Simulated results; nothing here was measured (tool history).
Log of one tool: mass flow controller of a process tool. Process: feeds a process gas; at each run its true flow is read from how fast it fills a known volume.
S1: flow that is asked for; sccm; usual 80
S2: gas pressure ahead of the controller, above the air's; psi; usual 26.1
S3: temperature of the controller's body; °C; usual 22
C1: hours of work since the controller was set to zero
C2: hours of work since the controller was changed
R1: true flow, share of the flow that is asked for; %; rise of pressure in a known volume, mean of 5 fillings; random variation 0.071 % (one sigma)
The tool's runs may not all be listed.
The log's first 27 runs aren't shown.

Run 28, hour 2407.3: usual settings but S2 31.2 psi, S3 26 °C; C1 4942; C2 4942. Result: R1 99.13 %.
Run 29, hour 2482.8: usual settings but S2 33.5 psi, S3 32 °C; C1 5002; C2 5002. Result: R1 98.75 %.
Run 30, hour 2599.1: usual settings but S1 182 sccm, S2 33.5 psi, S3 32 °C; C1 5093; C2 5093. Result: R1 99.02 %.
Run 31, hour 2669: usual settings but S1 182 sccm, S2 33.5 psi, S3 32 °C; C1 5148; C2 5148. Result: R1 98.92 %.
Run 32, hour 2733.6: usual settings but S1 51 sccm, S2 33.5 psi, S3 28 °C; C1 5199; C2 5199. Result: R1 98.83 %.
Run 33, hour 2823.3: usual settings but S1 88 sccm, S3 23 °C; C1 5269; C2 5269. Result: R1 99.35 %.
Run 34, hour 2929.5: usual settings but S1 86 sccm, S2 24.8 psi, S3 36 °C; C1 5352; C2 5352. Result: R1 98.32 %.
Run 35, hour 2981.8: usual settings but S1 86 sccm, S2 24.8 psi, S3 36 °C; C1 5394; C2 5394. Result: R1 98.38 %.
Run 36, hour 3041: usual settings but S1 29 sccm, S2 29.2 psi, S3 27 °C; C1 5440; C2 5440. Result: R1 98.63 %.
Run 37, hour 3141.7: usual settings but S1 96 sccm, S2 36.7 psi, S3 29 °C; C1 5519; C2 5519. Result: R1 98.58 %.
Run 38, hour 3229.4: usual settings but S1 162 sccm, S2 23.2 psi, S3 31 °C; C1 5588; C2 5588. Result: R1 99.09 %.
Run 39, hour 3302.2: usual settings but S3 32 °C; C1 5645; C2 5645. Result: R1 98.41 %.
Run 40, hour 3382.9: usual settings but S2 33.2 psi, S3 25 °C; C1 5709; C2 5709. Result: R1 98.85 %.
Run 41, hour 3448.8: usual settings but S1 38 sccm, S2 33.2 psi, S3 26 °C; C1 5760; C2 5760. Result: R1 98.55 %.
Run 42, hour 3537.4: usual settings but S1 38 sccm, S2 33.2 psi, S3 26 °C; C1 5830; C2 5830. Result: R1 98.57 %.
Run 43, hour 3658: usual settings but S1 57 sccm, S2 34.4 psi; C1 5925; C2 5925. Result: R1 98.82 %.
Run 44, hour 3747.6: usual settings but S1 57 sccm, S2 34.4 psi; C1 5995; C2 5995. Result: R1 98.85 %.
Run 45, hour 3814.9: usual settings but S1 57 sccm, S2 34.4 psi; C1 6048; C2 6048. Result: R1 98.8 %.

Forecast run 46:
Run 46, hour 3930.9: usual settings but S3 36 °C; C1 6139; C2 6139. Result: R1 ?.

Run 46 gave R1 97.81 %.
Without the tool's hidden state the same run would have given R1 98.73 %.
